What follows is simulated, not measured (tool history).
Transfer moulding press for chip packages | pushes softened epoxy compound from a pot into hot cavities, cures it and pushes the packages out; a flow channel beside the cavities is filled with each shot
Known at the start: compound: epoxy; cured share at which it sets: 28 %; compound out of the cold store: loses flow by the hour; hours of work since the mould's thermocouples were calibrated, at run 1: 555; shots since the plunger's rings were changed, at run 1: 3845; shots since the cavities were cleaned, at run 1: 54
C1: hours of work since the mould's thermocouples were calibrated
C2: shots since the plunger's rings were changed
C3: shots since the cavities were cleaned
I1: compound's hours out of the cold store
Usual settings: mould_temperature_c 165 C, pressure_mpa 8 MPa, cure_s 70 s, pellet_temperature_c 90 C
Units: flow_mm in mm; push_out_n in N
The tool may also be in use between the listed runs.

{"run": 1, "day": 0.0, "mould_temperature_c": 165, "pressure_mpa": 8, "cure_s": 70, "pellet_temperature_c": 90, "C1": 555, "C2": 3845, "C3": 54, "I1": 13.5, "flow_mm": 979, "push_out_n": 603}
{"day": 1.383, "done": "mould's thermocouples calibrated"}
{"run": 2, "day": 1.583, "mould_temperature_c": 165, "pressure_mpa": 8, "cure_s": 70, "pellet_temperature_c": 90, "C1": 3, "C2": 4343, "C3": 552, "I1": 45.2, "flow_mm": 807, "push_out_n": 971}
{"run": 3, "day": 3.4, "mould_temperature_c": 165, "pressure_mpa": 8, "cure_s": 70, "pellet_temperature_c": 90, "C1": 30, "C2": 4947, "C3": 1156, "I1": 46.9, "flow_mm": 795, "push_out_n": 1023}
{"day": 3.688, "done": "cavities cleaned with cleaning compound and waxed"}
{"day": 4.483, "done": "plunger's sealing rings changed"}
{"run": 4, "day": 5.604, "mould_temperature_c": 165, "pressure_mpa": 8, "cure_s": 70, "pellet_temperature_c": 90, "C1": 61, "C2": 372, "C3": 603, "I1": 29.6, "flow_mm": 912, "push_out_n": 987}
{"day": 7.429, "done": "cavities cleaned with cleaning compound and waxed"}
{"run": 5, "day": 8.45, "mould_temperature_c": 165, "pressure_mpa": 9.78, "cure_s": 70, "pellet_temperature_c": 90, "C1": 103, "C2": 1297, "C3": 340, "I1": 25.5, "flow_mm": 1025, "push_out_n": 860}
{"run": 6, "day": 9.758, "mould_temperature_c": 164, "pressure_mpa": 8, "cure_s": 70, "pellet_temperature_c": 90, "C1": 122, "C2": 1732, "C3": 775, "I1": 44.1, "flow_mm": 834, "push_out_n": 1049}
{"day": 11.038, "done": "cavities cleaned with cleaning compound and waxed"}
{"run": 7, "day": 11.604, "mould_temperature_c": 164, "pressure_mpa": 8, "cure_s": 70, "pellet_temperature_c": 90, "C1": 149, "C2": 2324, "C3": 188, "I1": 23.5, "flow_mm": 934, "push_out_n": 817}
{"run": 8, "day": 12.921, "mould_temperature_c": 165, "pressure_mpa": 8, "cure_s": 70, "pellet_temperature_c": 90, "C1": 169, "C2": 2762, "C3": 626, "I1": 22.5, "flow_mm": 931, "push_out_n": 983}
{"day": 14.804, "done": "cavities cleaned with cleaning compound and waxed"}
{"run": 9, "day": 15.454, "mould_temperature_c": 165, "pressure_mpa": 8, "cure_s": 70, "pellet_temperature_c": 90, "C1": 206, "C2": 3582, "C3": 216, "I1": 28.9, "flow_mm": 897, "push_out_n": 737}
{"run": 10, "day": 17.679, "mould_temperature_c": 165, "pressure_mpa": 8, "cure_s": 70, "pellet_temperature_c": 90, "C1": 239, "C2": 4322, "C3": 956, "I1": 38.9, "flow_mm": 839, "push_out_n": 1064}
{"day": 18.446, "done": "cavities cleaned with cleaning compound and waxed"}
{"day": 20.45, "done": "plunger's sealing rings changed"}
{"run": 11, "day": 20.833, "mould_temperature_c": 165, "pressure_mpa": 8, "cure_s": 70, "pellet_temperature_c": 90, "C1": 284, "C2": 127, "C3": 758, "I1": 16.1, "flow_mm": 998, "push_out_n": 1034}
{"day": 22.179, "done": "cavities cleaned with cleaning compound and waxed"}
{"run": 12, "day": 22.979, "mould_temperature_c": 165, "pressure_mpa": 8, "cure_s": 70, "pellet_temperature_c": 90, "C1": 315, "C2": 819, "C3": 265, "I1": 21.3, "flow_mm": 958, "push_out_n": 853}
{"run": 13, "day": 25.6, "mould_temperature_c": 165, "pressure_mpa": 8, "cure_s": 70, "pellet_temperature_c": 90, "C1": 354, "C2": 1691, "C3": 1137, "I1": 15.4, "flow_mm": 987, "push_out_n": 1116}
{"day": 25.933, "done": "cavities cleaned with cleaning compound and waxed"}
{"run": 14, "day": 27.429, "mould_temperature_c": 165, "pressure_mpa": 8, "cure_s": 70, "pellet_temperature_c": 90, "C1": 381, "C2": 2277, "C3": 497, "I1": 47.5, "flow_mm": 805, "push_out_n": 915}
{"day": 29.508, "done": "cavities cleaned with cleaning compound and waxed"}
{"run": 15, "day": 30.325, "mould_temperature_c": 159, "pressure_mpa": 6.79, "cure_s": 70, "pellet_temperature_c": 90, "C1": 423, "C2": 3219, "C3": 272, "I1": 17.9, "flow_mm": 890, "push_out_n": 1166}
{"day": 33.188, "done": "cavities cleaned with cleaning compound and waxed"}
{"run": 16, "day": 33.308, "mould_temperature_c": 165, "pressure_mpa": 7, "cure_s": 70, "pellet_temperature_c": 89, "C1": 467, "C2": 4189, "C3": 40, "I1": 39.8, "flow_mm": 775, "push_out_n": 573}
{"run": 17, "day": 35.9, "mould_temperature_c": 167, "pressure_mpa": 9.3, "cure_s": 61, "pellet_temperature_c": 92, "C1": 506, "C2": 5050, "C3": 901, "I1": 13.5, "flow_mm": 1029, "push_out_n": 1242}
{"day": 36.517, "done": "plunger's sealing rings changed"}
{"day": 36.996, "done": "cavities cleaned with cleaning compound and waxed"}
{"run": 18, "day": 38.858, "mould_temperature_c": 167, "pressure_mpa": 9.3, "cure_s": 61, "pellet_temperature_c": 92, "C1": 548, "C2": 757, "C3": 618, "I1": 17.8, "flow_mm": 1049, "push_out_n": 1114}
{"day": 40.742, "done": "mould's thermocouples calibrated"}
{"day": 40.804, "done": "cavities cleaned with cleaning compound and waxed"}
{"run": 19, "day": 40.996, "mould_temperature_c": 172, "pressure_mpa": 7.06, "cure_s": 70, "pellet_temperature_c": 98, "C1": 3, "C2": 1419, "C3": 65, "I1": 19.7, "flow_mm": 890, "push_out_n": 523}
{"run": 20, "day": 42.971, "mould_temperature_c": 172, "pressure_mpa": 7.06, "cure_s": 70, "pellet_temperature_c": 98, "C1": 33, "C2": 2075, "C3": 721, "I1": 26.4, "flow_mm": 848, "push_out_n": 823}
{"day": 44.517, "done": "cavities cleaned with cleaning compound and waxed"}
{"run": 21, "day": 45.458, "mould_temperature_c": 172, "pressure_mpa": 7.06, "cure_s": 52, "pellet_temperature_c": 94, "C1": 69, "C2": 2881, "C3": 313, "I1": 38.1, "flow_mm": 793, "push_out_n": 999}
{"run": 22, "day": 46.821, "mould_temperature_c": 172, "pressure_mpa": 6.56, "cure_s": 80, "pellet_temperature_c": 90, "C1": 89, "C2": 3333, "C3": 765, "I1": 9.4, "flow_mm": 903, "push_out_n": 820}
{"day": 48.262, "done": "cavities cleaned with cleaning compound and waxed"}
{"run": 23, "day": 48.312, "mould_temperature_c": 172, "pressure_mpa": 6.56, "cure_s": 80, "pellet_temperature_c": 90, "C1": 111, "C2": 3808, "C3": 16, "I1": 40, "flow_mm": 751, "push_out_n": 474}
{"run": 24, "day": 51.071, "mould_temperature_c": 157, "pressure_mpa": 7.17, "cure_s": 84, "pellet_temperature_c": 90, "C1": 152, "C2": 4725, "C3": 933, "I1": 15.8, "flow_mm": 918, "push_out_n": 1209}
{"day": 51.971, "done": "cavities cleaned with cleaning compound and waxed"}
{"day": 52.642, "done": "plunger's sealing rings changed"}
{"run": 25, "day": 53.917, "mould_temperature_c": 158, "pressure_mpa": 8.91, "cure_s": 70, "pellet_temperature_c": 90, "C1": 192, "C2": 424, "C3": 612, "I1": 14.8, "flow_mm": 1067, "push_out_n": 1563}
{"run": 26, "day": 55.521, "mould_temperature_c": 158, "pressure_mpa": 8.91, "cure_s": 74, "pellet_temperature_c": 82, "C1": 216, "C2": 957, "C3": 1145, "I1": 16.8, "flow_mm": 1053, "push_out_n": 1545}
{"day": 55.8, "done": "cavities cleaned with cleaning compound and waxed"}
{"run": 27, "day": 57.579, "mould_temperature_c": 172, "pressure_mpa": 8, "cure_s": 70, "pellet_temperature_c": 90, "C1": 246, "C2": 1621, "C3": 592, "I1": 23, "flow_mm": 931, "push_out_n": 776}

4 ways to go on from here, each from the tool as it stands after run 27. What would each give?
{"day": 59.379, "done": "cavities cleaned with cleaning compound and waxed"}
{"run": "A", "day": 59.921, "mould_temperature_c": 160, "pressure_mpa": 8, "cure_s": 70, "pellet_temperature_c": 82, "C1": 280, "C2": 2377, "C3": 180, "I1": 46.3, "flow_mm": "?", "push_out_n": "?"}
{"day": 59.379, "done": "cavities cleaned with cleaning compound and waxed"}
{"run": "B", "day": 59.921, "mould_temperature_c": 165, "pressure_mpa": 8, "cure_s": 70, "pellet_temperature_c": 89, "C1": 280, "C2": 2377, "C3": 180, "I1": 45.5, "flow_mm": "?", "push_out_n": "?"}
{"day": 59.379, "done": "cavities cleaned with cleaning compound and waxed"}
{"run": "C", "day": 59.921, "mould_temperature_c": 165, "pressure_mpa": 8, "cure_s": 70, "pellet_temperature_c": 96, "C1": 280, "C2": 2377, "C3": 180, "I1": 17.5, "flow_mm": "?", "push_out_n": "?"}
{"day": 59.379, "done": "cavities cleaned with cleaning compound and waxed"}
{"run": "D", "day": 59.921, "mould_temperature_c": 172, "pressure_mpa": 9.15, "cure_s": 87, "pellet_temperature_c": 90, "C1": 280, "C2": 2377, "C3": 180, "I1": 16.5, "flow_mm": "?", "push_out_n": "?"}

run=A flow_mm=822 push_out_n=920
run=B flow_mm=817 push_out_n=682
run=C flow_mm=966 push_out_n=706
run=D flow_mm=1027 push_out_n=584
Without the tool's hidden state the same runs would have given:
run=A flow_mm=842 push_out_n=721
run=B flow_mm=836 push_out_n=529
run=C flow_mm=989 push_out_n=548
run=D flow_mm=1051 push_out_n=442
